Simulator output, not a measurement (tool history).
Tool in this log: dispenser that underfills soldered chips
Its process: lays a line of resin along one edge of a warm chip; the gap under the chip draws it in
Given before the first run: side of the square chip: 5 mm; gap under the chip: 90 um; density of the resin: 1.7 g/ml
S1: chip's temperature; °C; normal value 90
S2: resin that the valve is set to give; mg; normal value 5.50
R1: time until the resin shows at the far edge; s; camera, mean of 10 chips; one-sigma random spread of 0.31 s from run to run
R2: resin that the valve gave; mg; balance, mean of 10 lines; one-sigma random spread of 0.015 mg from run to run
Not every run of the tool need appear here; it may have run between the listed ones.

run,day,S1,S2,R1,R2
1,0.000,90,5.50,11.8,5.52
# day 0.200: new syringe of resin
2,0.338,90,5.50,9.9,5.48
3,0.717,92,5.50,11.9,5.44
# day 0.829: new syringe of resin
4,1.050,92,5.50,9.6,5.43
# day 1.454: new syringe of resin
5,1.454,92,5.50,7.3,5.45
6,1.871,92,5.50,11.0,5.43
# day 2.096: new syringe of resin
7,2.196,92,5.50,8.4,5.38
8,2.617,92,5.50,12.3,5.37
# day 2.742: new syringe of resin
9,2.946,88,5.50,10.8,5.35
10,3.142,88,6.50,12.4,6.31
# day 3.383: new syringe of resin
11,3.567,88,6.50,10.3,6.28
# day 3.888: dispensing valve cleaned and set on the balance
12,3.888,88,6.04,12.9,6.09
# day 4.062: new syringe of resin
13,4.317,77,5.41,17.3,5.38
# day 4.700: new syringe of resin
14,4.746,77,5.41,15.6,5.37
15,4.950,101,7.02,6.6,6.96
# day 5.333: new syringe of resin
16,5.371,75,5.50,16.4,5.42
17,5.788,75,5.50,23.0,5.41

Alternative continuations, all from the tool just after run 17; predict every row:
# day 5.962: new syringe of resin
A,6.129,93,5.80,?,?
# day 5.962: new syringe of resin
B,6.129,78,6.28,?,?
# day 5.962: new syringe of resin
C,6.129,95,5.32,?,?

run,R1,R2
A,9.1,5.66
B,15.8,6.18
C,7.8,5.20
Take away the tool's hidden state, keep each run's random variation, and the runs would have read:
run,R1,R2
A,7.5,5.78
B,12.9,6.30
C,6.3,5.31
